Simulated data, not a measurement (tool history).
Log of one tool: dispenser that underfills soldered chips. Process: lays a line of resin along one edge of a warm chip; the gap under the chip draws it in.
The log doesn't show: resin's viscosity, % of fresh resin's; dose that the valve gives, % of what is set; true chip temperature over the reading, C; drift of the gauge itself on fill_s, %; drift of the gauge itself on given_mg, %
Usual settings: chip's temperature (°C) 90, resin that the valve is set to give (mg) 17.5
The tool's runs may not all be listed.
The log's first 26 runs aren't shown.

run	hour	chip's temperature (°C)	resin that the valve is set to give (mg)	hours of work since the syringe was changed	hours of work since the valve was cleaned	hours of work since the stage was calibrated	time until the resin shows at the far edge (s)	resin that the valve gave (mg)
27	104.4	80	20.4	8	69	248	155.6	19.37
# hour 106.0: new syringe of resin
28	107.9	80	20.4	1	72	250	101.9	19.27
29	112.9	77	17.6	5	76	254	148.3	16.66
# hour 117.6: new syringe of resin
30	117.6	92	17.5	0	79	258	64.4	16.48
31	122.0	92	17.5	3	82	261	84.2	16.53
32	125.0	99	19.2	6	85	263	78.3	17.89
33	127.7	99	19.2	8	87	265	88.4	18.04
# hour 129.4: new syringe of resin
34	132.1	78	15.4	2	90	269	117.7	14.45
35	136.4	78	15.4	5	93	272	146.3	14.43

Forecast each of these 4 alternatives for the next run:
# hour 140.9: new syringe of resin
A	141.7	97	15.3	1	97	276	?	?
# hour 140.9: new syringe of resin
B	141.7	78	17.7	1	97	276	?	?
# hour 140.9: new syringe of resin
C	141.7	89	16.7	1	97	276	?	?
# hour 140.9: new syringe of resin
D	141.7	100	21.3	1	97	276	?	?

run	time until the resin shows at the far edge (s)	resin that the valve gave (mg)
A	63.3	14.29
B	102.9	16.43
C	75.6	15.54
D	53.4	19.83
Without the tool's hidden state the same runs would have given:
run	time until the resin shows at the far edge (s)	resin that the valve gave (mg)
A	57.3	15.35
B	93.9	17.66
C	68.8	16.69
D	49.4	21.31
